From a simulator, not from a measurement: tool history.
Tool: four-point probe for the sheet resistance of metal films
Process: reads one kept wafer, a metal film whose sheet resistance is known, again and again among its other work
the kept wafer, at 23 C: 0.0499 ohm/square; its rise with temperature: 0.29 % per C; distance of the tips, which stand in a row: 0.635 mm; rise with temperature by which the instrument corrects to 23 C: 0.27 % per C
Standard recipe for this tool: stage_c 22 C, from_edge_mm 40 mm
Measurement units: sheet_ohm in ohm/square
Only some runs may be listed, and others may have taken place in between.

run,hour,stage_c,from_edge_mm,sheet_ohm
1,0,22,40,0.050406
2,14.2,22,46,0.050415
3,44.4,22,46,0.050425
4,75.2,22,46,0.050412
5,102.9,22,46,0.050415
6,121.8,22,46,0.050419
7,142.5,22,40,0.050433
8,162,22,40,0.050422
9,187.8,22,40,0.050438
10,211.3,20,15,0.05045
11,227,20,15,0.050454
12,244.4,20,15,0.050479
# hour 247.8: stage's thermometer calibrated
13,259.8,24,12,0.050532
14,290,30,22,0.050533
# hour 304.4: stage's thermometer calibrated, once more
15,309.5,22,9,0.050568
16,334.4,19,16,0.050455
17,363,19,16,0.050453
18,389.9,34,4,0.051207

Forecast each of these 4 alternatives for the next run:
A,407.3,34,23,?
B,407.3,34,3,?
C,407.3,32,40,?
D,407.3,34,11,?

run,sheet_ohm
A,0.050555
B,0.051726
C,0.050509
D,0.050613
Take away the tool's hidden state, keep each run's random variation, and the runs would have read:
run,sheet_ohm
A,0.050009
B,0.051168
C,0.049963
D,0.050066
